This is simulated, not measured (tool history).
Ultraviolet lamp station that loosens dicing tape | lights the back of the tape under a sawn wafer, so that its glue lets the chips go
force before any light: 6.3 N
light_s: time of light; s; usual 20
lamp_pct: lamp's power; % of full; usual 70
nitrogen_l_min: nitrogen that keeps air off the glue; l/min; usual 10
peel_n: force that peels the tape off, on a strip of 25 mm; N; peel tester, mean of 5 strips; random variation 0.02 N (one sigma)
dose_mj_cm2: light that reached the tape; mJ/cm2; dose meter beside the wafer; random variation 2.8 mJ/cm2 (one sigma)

run    hour  light_s  lamp_pct  nitrogen_l_min  peel_n  dose_mj_cm2
  1     0.0       20        70              10   2.128          227
  2    37.9       20        85              10   1.739          274
  3    98.6       32        70              10   1.226          349
  4   150.1       32        70              10   1.273          335
  5   204.0       32        70              10   0.476          606
  6   273.0       32        70              10   0.499          586
  7   324.1       20        70              10   1.210          358
  8   368.9       20        70              10   1.182          347
  9   432.1       20        70              10   1.250          344
 10   460.2       20        67              10   1.356          321
 11   502.4       20        67              10   1.351          321
 12   546.1       20        67              10   1.422          316
 13   590.0       20        70              12   1.059          358
 14   624.1       33        70              10   0.481          586
 15   664.8       33        94              10   0.294          772
 16   720.3       13        61               4   3.277          190
 17   776.1       13        61               4   3.249          190
 18   836.7       11        79              10   2.322          206
 19   898.6       11        79              10   2.440          196
 20   947.9       16        70               4   2.567          253
 21   979.3       35        79               6   0.609          619
 22  1037.5       35        79               6   0.625          601
 23  1077.6       34        70               6   0.856          510
 24  1131.1       34        70               6   0.883          500
 25  1178.4       34        70               6   0.907          496
 26  1220.7       34        70               6   0.956          489
 27  1254.1       34        75               6   0.872          516
 28  1297.1       20        74              10   1.562          294
 29  1347.4       20        74              10   1.611          287
 30  1392.6       14        83               5   2.764          220

Not shown: 3 entries that the log had between the listed runs. Between which runs, and how does the tool's hidden state differ before and after?
Between runs 4 and 5: lamp changed (hour 197.0)
  lamp's light, % of a new lamp's: 55.7 -> 99.1; light that the window lets through, % of a clean one's: 95.6 -> 95.3
  measured less the result without the state, peel_n: +0.854 -> +0.049 N; dose_mj_cm2: -297 -> -36 mJ/cm2
Between runs 6 and 7: window cleaned of glue's vapour (hour 309.7)
  lamp's light, % of a new lamp's: 97.4 -> 96.2; light that the window lets through, % of a clean one's: 94.9 -> 92.2
  measured less the result without the state, peel_n: +0.069 -> +0.208 N; dose_mj_cm2: -49 -> -45 mJ/cm2
Between runs 12 and 13: window cleaned of glue's vapour, once more (hour 552.5)
  lamp's light, % of a new lamp's: 90.9 -> 89.9; light that the window lets through, % of a clean one's: 91 -> 99.6
  measured less the result without the state, peel_n: +0.351 -> +0.178 N; dose_mj_cm2: -66 -> -42 mJ/cm2
